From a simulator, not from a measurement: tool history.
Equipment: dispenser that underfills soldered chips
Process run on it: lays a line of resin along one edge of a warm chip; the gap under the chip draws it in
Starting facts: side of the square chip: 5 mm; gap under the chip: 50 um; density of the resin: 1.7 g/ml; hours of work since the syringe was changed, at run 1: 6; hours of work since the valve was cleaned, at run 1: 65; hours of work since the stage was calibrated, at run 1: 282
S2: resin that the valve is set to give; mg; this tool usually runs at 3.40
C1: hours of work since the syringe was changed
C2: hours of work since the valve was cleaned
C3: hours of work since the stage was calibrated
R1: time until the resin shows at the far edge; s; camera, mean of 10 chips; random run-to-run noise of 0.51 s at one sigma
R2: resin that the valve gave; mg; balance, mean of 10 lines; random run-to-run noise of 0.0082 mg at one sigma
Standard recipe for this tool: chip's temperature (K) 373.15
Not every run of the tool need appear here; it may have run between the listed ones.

{"run": 1, "hour": 0.0, "chip's temperature (K)": 373.15, "S2": 3.4, "C1": 6, "C2": 65, "C3": 282, "R1": 62.4, "R2": 3.233}
{"hour": 3.7, "done": "dispensing valve cleaned and set on the balance"}
{"hour": 8.2, "done": "new syringe of resin"}
{"run": 2, "hour": 11.7, "chip's temperature (K)": 371.15, "S2": 3.4, "C1": 2, "C2": 5, "C3": 289, "R1": 50.2, "R2": 3.385}
{"run": 3, "hour": 20.0, "chip's temperature (K)": 377.15, "S2": 3.4, "C1": 8, "C2": 11, "C3": 295, "R1": 61.8, "R2": 3.371}
{"hour": 24.6, "done": "new syringe of resin"}
{"run": 4, "hour": 26.8, "chip's temperature (K)": 377.15, "S2": 3.4, "C1": 1, "C2": 15, "C3": 299, "R1": 38.5, "R2": 3.341}
{"run": 5, "hour": 35.5, "chip's temperature (K)": 377.15, "S2": 3.4, "C1": 7, "C2": 22, "C3": 305, "R1": 57.9, "R2": 3.334}
{"hour": 40.8, "done": "new syringe of resin"}
{"run": 6, "hour": 47.3, "chip's temperature (K)": 377.15, "S2": 3.4, "C1": 4, "C2": 29, "C3": 313, "R1": 49.8, "R2": 3.323}
{"hour": 57.0, "done": "new syringe of resin"}
{"run": 7, "hour": 60.3, "chip's temperature (K)": 377.15, "S2": 3.4, "C1": 2, "C2": 38, "C3": 322, "R1": 40.7, "R2": 3.298}
{"hour": 63.0, "done": "stage's temperature calibrated"}
{"run": 8, "hour": 68.4, "chip's temperature (K)": 377.15, "S2": 3.4, "C1": 7, "C2": 43, "C3": 4, "R1": 58.9, "R2": 3.294}
{"hour": 74.3, "done": "new syringe of resin"}
{"run": 9, "hour": 74.7, "chip's temperature (K)": 373.15, "S2": 4.06, "C1": 0, "C2": 47, "C3": 8, "R1": 42.7, "R2": 3.901}
{"run": 10, "hour": 86.5, "chip's temperature (K)": 373.15, "S2": 4.06, "C1": 8, "C2": 55, "C3": 16, "R1": 75.5, "R2": 3.884}
{"hour": 90.4, "done": "new syringe of resin"}
{"run": 11, "hour": 98.4, "chip's temperature (K)": 373.15, "S2": 4.06, "C1": 5, "C2": 63, "C3": 24, "R1": 58.6, "R2": 3.863}
{"hour": 105.0, "done": "dispensing valve cleaned and set on the balance"}
{"hour": 108.0, "done": "new syringe of resin"}
{"run": 12, "hour": 109.1, "chip's temperature (K)": 373.15, "S2": 4.06, "C1": 1, "C2": 3, "C3": 30, "R1": 42.8, "R2": 4.07}
{"run": 13, "hour": 118.8, "chip's temperature (K)": 373.15, "S2": 3.4, "C1": 7, "C2": 9, "C3": 37, "R1": 68.0, "R2": 3.402}
{"hour": 124.6, "done": "new syringe of resin"}
{"run": 14, "hour": 125.2, "chip's temperature (K)": 366.15, "S2": 4.09, "C1": 0, "C2": 14, "C3": 41, "R1": 52.7, "R2": 4.057}
{"run": 15, "hour": 132.2, "chip's temperature (K)": 385.15, "S2": 3.69, "C1": 5, "C2": 18, "C3": 46, "R1": 40.2, "R2": 3.652}
{"run": 16, "hour": 138.1, "chip's temperature (K)": 362.15, "S2": 3.81, "C1": 9, "C2": 22, "C3": 50, "R1": 113.6, "R2": 3.746}
{"hour": 140.6, "done": "new syringe of resin"}
{"run": 17, "hour": 145.3, "chip's temperature (K)": 367.15, "S2": 3.27, "C1": 3, "C2": 27, "C3": 55, "R1": 64.1, "R2": 3.22}
{"hour": 156.7, "done": "new syringe of resin"}
{"run": 18, "hour": 156.7, "chip's temperature (K)": 376.15, "S2": 3.03, "C1": 0, "C2": 35, "C3": 63, "R1": 38.0, "R2": 2.977}
{"run": 19, "hour": 165.0, "chip's temperature (K)": 361.15, "S2": 3.27, "C1": 6, "C2": 41, "C3": 68, "R1": 92.3, "R2": 3.171}
{"hour": 173.3, "done": "new syringe of resin"}
{"run": 20, "hour": 175.4, "chip's temperature (K)": 373.15, "S2": 3.79, "C1": 1, "C2": 48, "C3": 75, "R1": 45.6, "R2": 3.655}
{"run": 21, "hour": 185.4, "chip's temperature (K)": 373.15, "S2": 3.79, "C1": 8, "C2": 54, "C3": 82, "R1": 73.7, "R2": 3.638}
{"hour": 189.8, "done": "new syringe of resin"}
{"run": 22, "hour": 194.3, "chip's temperature (K)": 378.15, "S2": 3.59, "C1": 3, "C2": 60, "C3": 88, "R1": 43.4, "R2": 3.43}
{"hour": 205.0, "done": "dispensing valve cleaned and set on the balance"}
{"hour": 206.8, "done": "new syringe of resin"}
{"run": 23, "hour": 207.2, "chip's temperature (K)": 373.15, "S2": 3.21, "C1": 0, "C2": 1, "C3": 96, "R1": 41.0, "R2": 3.224}
{"run": 24, "hour": 217.6, "chip's temperature (K)": 361.15, "S2": 3.94, "C1": 7, "C2": 8, "C3": 103, "R1": 101.3, "R2": 3.916}
{"hour": 223.8, "done": "new syringe of resin"}
{"run": 25, "hour": 223.9, "chip's temperature (K)": 376.15, "S2": 4.03, "C1": 0, "C2": 13, "C3": 108, "R1": 37.1, "R2": 3.99}
{"run": 26, "hour": 229.1, "chip's temperature (K)": 376.15, "S2": 4.03, "C1": 4, "C2": 16, "C3": 111, "R1": 47.6, "R2": 3.991}

Each row is a separate what-if for the run after 26, all from the same tool condition, not one after another. Results?
{"run": "A", "hour": 235.5, "chip's temperature (K)": 374.15, "S2": 4.33, "C1": 8, "C2": 21, "C3": 116, "R1": "?", "R2": "?"}
{"run": "B", "hour": 235.5, "chip's temperature (K)": 373.15, "S2": 3.61, "C1": 8, "C2": 21, "C3": 116, "R1": "?", "R2": "?"}
{"run": "C", "hour": 235.5, "chip's temperature (K)": 373.15, "S2": 4.33, "C1": 8, "C2": 21, "C3": 116, "R1": "?", "R2": "?"}
{"run": "D", "hour": 235.5, "chip's temperature (K)": 382.15, "S2": 3.94, "C1": 8, "C2": 21, "C3": 116, "R1": "?", "R2": "?"}
{"run": "E", "hour": 235.5, "chip's temperature (K)": 383.15, "S2": 3.4, "C1": 8, "C2": 21, "C3": 116, "R1": "?", "R2": "?"}

run=A R1=69.3 R2=4.264
run=B R1=71.2 R2=3.559
run=C R1=70.6 R2=4.260
run=D R1=52.1 R2=3.880
run=E R1=50.7 R2=3.351
With the hidden condition removed and each run's random variation left untouched, the same runs would have given:
run=A R1=39.9 R2=4.327
run=B R1=41.1 R2=3.612
run=C R1=40.6 R2=4.324
run=D R1=29.9 R2=3.937
run=E R1=29.2 R2=3.401

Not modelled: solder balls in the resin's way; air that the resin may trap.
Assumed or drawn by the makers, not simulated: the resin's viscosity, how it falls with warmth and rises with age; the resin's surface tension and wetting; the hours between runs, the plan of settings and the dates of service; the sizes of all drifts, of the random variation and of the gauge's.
